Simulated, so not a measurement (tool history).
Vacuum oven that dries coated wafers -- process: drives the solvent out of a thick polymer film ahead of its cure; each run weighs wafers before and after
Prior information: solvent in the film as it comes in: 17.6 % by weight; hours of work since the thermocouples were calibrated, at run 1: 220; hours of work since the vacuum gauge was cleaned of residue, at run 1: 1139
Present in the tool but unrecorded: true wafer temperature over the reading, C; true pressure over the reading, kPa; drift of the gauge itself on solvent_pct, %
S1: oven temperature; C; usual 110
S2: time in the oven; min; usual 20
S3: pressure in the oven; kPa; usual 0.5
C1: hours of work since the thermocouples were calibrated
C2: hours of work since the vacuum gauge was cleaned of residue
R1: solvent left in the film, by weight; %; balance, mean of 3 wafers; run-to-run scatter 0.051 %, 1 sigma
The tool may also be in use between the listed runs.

| run | day | S1 | S2 | S3 | C1 | C2 | R1 |
|---|---|---|---|---|---|---|---|
| 1 | 0 | 110 | 20 | 0.5 | 220 | 1139 | 1.07 |
| 2 | 1.754 | 110 | 20 | 0.5 | 237 | 1157 | 1.04 |
| 3 | 4.117 | 110 | 20 | 0.5 | 261 | 1180 | 1.05 |
| 4 | 5.662 | 110 | 20 | 0.5 | 276 | 1195 | 1.12 |
| 5 | 8.079 | 110 | 20 | 0.5 | 300 | 1220 | 1.15 |
| 6 | 10.729 | 110 | 20 | 0.5 | 327 | 1246 | 1.18 |
| 7 | 13.508 | 110 | 20 | 0.5 | 354 | 1274 | 1.07 |
| 8 | 15.983 | 110 | 20 | 0.5 | 379 | 1298 | 1.22 |
|  | 16.354 | oven's thermocouples calibrated |
| 9 | 19.071 | 110 | 20 | 0.718 | 27 | 1328 | 1.3 |
| 10 | 21.567 | 101 | 24 | 1.844 | 52 | 1353 | 3.12 |
| 11 | 23.017 | 110 | 10 | 1.903 | 66 | 1368 | 4.12 |
| 12 | 25.367 | 103 | 15 | 0.5 | 90 | 1391 | 3.61 |

Consider 5 possible next runs. They are alternatives, not a sequence: every one starts from the tool as it was left by run 12. What does each give?
|  | 25.871 | oven's thermocouples calibrated, once more |
| A | 27.092 | 99 | 11 | 0.261 | 12 | 1408 | ? |
|  | 25.871 | oven's thermocouples calibrated, once more |
| B | 27.092 | 118 | 10 | 1.819 | 12 | 1408 | ? |
|  | 25.871 | oven's thermocouples calibrated, once more |
| C | 27.092 | 110 | 20 | 0.692 | 12 | 1408 | ? |
|  | 25.871 | oven's thermocouples calibrated, once more |
| D | 27.092 | 110 | 11 | 1.181 | 12 | 1408 | ? |
|  | 25.871 | oven's thermocouples calibrated, once more |
| E | 27.092 | 113 | 16 | 0.5 | 12 | 1408 | ? |

| run | R1 |
|---|---|
| A | 6.1 |
| B | 2.02 |
| C | 1.26 |
| D | 3.25 |
| E | 1.19 |
Stripped of hidden state, with their random variation kept, the same runs would have yielded:
| run | R1 |
|---|---|
| A | 5.65 |
| B | 1.73 |
| C | 0.92 |
| D | 2.88 |
| E | 0.89 |
